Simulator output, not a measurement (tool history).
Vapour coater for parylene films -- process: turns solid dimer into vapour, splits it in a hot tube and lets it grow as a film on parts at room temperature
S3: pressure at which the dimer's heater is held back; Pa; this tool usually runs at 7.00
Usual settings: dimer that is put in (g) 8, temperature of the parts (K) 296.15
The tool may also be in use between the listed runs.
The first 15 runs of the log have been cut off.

Run 16, hour 170.8: usual settings but dimer that is put in (g) 6. Result: thickness of the film (nm) 2000.
Run 17, hour 179.8: usual settings but dimer that is put in (g) 5. Result: thickness of the film (nm) 1630.
Run 18, hour 190.5: usual settings but dimer that is put in (g) 5. Result: thickness of the film (nm) 1620.
Run 19, hour 200.8: usual settings but dimer that is put in (g) 5, S3 2.54 Pa. Result: thickness of the film (nm) 2050.
Run 20, hour 214.8: usual settings but dimer that is put in (g) 5, S3 2.54 Pa. Result: thickness of the film (nm) 2010.
Run 21, hour 229.5: usual settings but dimer that is put in (g) 5, S3 2.54 Pa. Result: thickness of the film (nm) 1990.
Run 22, hour 245.4: usual settings but S3 2.08 Pa. Result: thickness of the film (nm) 3380.
Run 23, hour 256.1: usual settings but dimer that is put in (g) 11, S3 7.10 Pa. Result: thickness of the film (nm) 3520.
Run 24, hour 266.9: usual settings but dimer that is put in (g) 4, temperature of the parts (K) 294.15, S3 8.28 Pa. Result: thickness of the film (nm) 1340.
Run 25, hour 279.7: usual settings but dimer that is put in (g) 11. Result: thickness of the film (nm) 3470.
Run 26, hour 294.4: usual settings but dimer that is put in (g) 3, S3 5.94 Pa. Result: thickness of the film (nm) 980.
Run 27, hour 302.3: usual settings but dimer that is put in (g) 14, temperature of the parts (K) 298.15, S3 3.33 Pa. Result: thickness of the film (nm) 4940.
Run 28, hour 312.3: usual settings but dimer that is put in (g) 7, temperature of the parts (K) 298.15, S3 3.91 Pa. Result: thickness of the film (nm) 2330.
Run 29, hour 319.7: usual settings but dimer that is put in (g) 7, temperature of the parts (K) 301.15, S3 3.91 Pa. Result: thickness of the film (nm) 2120.
Run 30, hour 335.6: usual settings but dimer that is put in (g) 7, temperature of the parts (K) 301.15, S3 3.91 Pa. Result: thickness of the film (nm) 2150.
Run 31, hour 350.8: usual settings but S3 8.61 Pa. Result: thickness of the film (nm) 2370.
Run 32, hour 358.0: usual settings but dimer that is put in (g) 6, temperature of the parts (K) 306.15. Result: thickness of the film (nm) 1320.
Run 33, hour 367.9: usual settings but dimer that is put in (g) 6, temperature of the parts (K) 292.15. Result: thickness of the film (nm) 2140.
Run 34, hour 377.1: usual settings but dimer that is put in (g) 10, temperature of the parts (K) 288.15, S3 2.04 Pa. Result: thickness of the film (nm) 5450.
Run 35, hour 391.4: usual settings but dimer that is put in (g) 7, temperature of the parts (K) 294.15, S3 2.04 Pa. Result: thickness of the film (nm) 3050.

Predict each of these 4 candidate next runs independently; none follows another, all start after run 35:
Run A, hour 403.3: usual settings but dimer that is put in (g) 13, temperature of the parts (K) 301.15. Result: thickness of the film (nm) ?.
Run B, hour 403.3: usual settings but dimer that is put in (g) 3, temperature of the parts (K) 308.15, S3 2.04 Pa. Result: thickness of the film (nm) ?.
Run C, hour 403.3: usual settings but dimer that is put in (g) 5, temperature of the parts (K) 293.15, S3 2.04 Pa. Result: thickness of the film (nm) ?.
Run D, hour 403.3: usual settings but temperature of the parts (K) 289.15, S3 2.76 Pa. Result: thickness of the film (nm) ?.

run  thickness of the film (nm)
  A                        3370
  B                         780
  C                        2240
  D                        3950
Stripped of hidden state, with their random variation kept, the same runs would have yielded:
run  thickness of the film (nm)
  A                        3670
  B                         850
  C                        2440
  D                        4310
